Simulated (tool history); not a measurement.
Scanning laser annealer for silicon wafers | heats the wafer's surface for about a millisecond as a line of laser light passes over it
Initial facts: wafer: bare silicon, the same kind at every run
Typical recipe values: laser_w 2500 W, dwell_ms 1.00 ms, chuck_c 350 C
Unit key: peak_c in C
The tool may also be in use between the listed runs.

run    hour  laser_w  dwell_ms  chuck_c  peak_c
  1     0.0     2500      1.00      350    1056
  2    81.6     2500      1.00      350    1051
  3   128.9     2210      1.00      350     969
  4   207.0     2210      1.00      350     969
  5   250.7     2210      1.00      350     972
  6   329.4     2210      1.00      350     968
  7   400.8     2210      1.00      332     944
  8   465.1     2210      1.00      332     947
  9   532.4     2210      1.00      332     941
 10   588.0     2210      1.00      375     985
 11   650.8     2210      1.00      375     984
 12   696.7     2210      1.00      375     985
 13   736.6     2210      1.00      375     982
 14   812.6     2500      1.00      350    1033
 15   860.9     2500      1.00      350    1030
 16   934.1     2500      1.00      350    1028
      977.6  -- optics aligned, line set to its width
 17   996.9     2500      1.04      350    1048
     1005.2  -- window over the wafer cleaned
 18  1047.9     2500      1.04      350    1081
 19  1128.9     2500      1.04      350    1080
 20  1182.9     2318      1.04      350    1027
 21  1221.8     2318      1.04      350    1024
 22  1314.1     2717      1.00      367    1140
 23  1400.0     2410      1.00      329    1011
 24  1474.6     2477      1.00      347    1047
 25  1554.2     2477      1.00      347    1044
 26  1595.8     2477      1.00      347    1041
 27  1662.9     2362      0.76      350     929
 28  1712.8     2362      0.76      350     930
 29  1772.2     2417      0.97      331     994
 30  1836.0     2417      0.97      331     993
 31  1905.9     2500      1.12      359    1091
 32  1962.3     2213      0.87      335     912
 33  2036.9     2500      1.00      358    1047
 34  2090.5     2318      0.75      325     881
 35  2148.4     2318      0.75      325     880
 36  2199.1     2616      1.00      385    1103
 37  2262.5     2277      1.00      345     970
 38  2313.7     2380      0.76      380     945
     2380.2  -- optics aligned, line set to its width
 39  2380.2     2663      0.91      350    1047
     2434.4  -- window over the wafer cleaned
 40  2441.5     2500      1.03      359    1087
 41  2504.3     2500      0.92      350    1040

Forecast each of these 4 alternatives for the next run:
  A  2549.0     2293      0.92      375       ?
  B  2549.0     2500      0.73      350       ?
  C  2549.0     2500      0.81      360       ?
  D  2549.0     2227      0.88      378       ?

run  peak_c
  A    1008
  B     967
  C    1008
  D     982
The same runs, with their run-to-run variation unchanged, on a tool lacking any hidden condition would have given:
run  peak_c
  A    1010
  B     969
  C    1010
  D     984
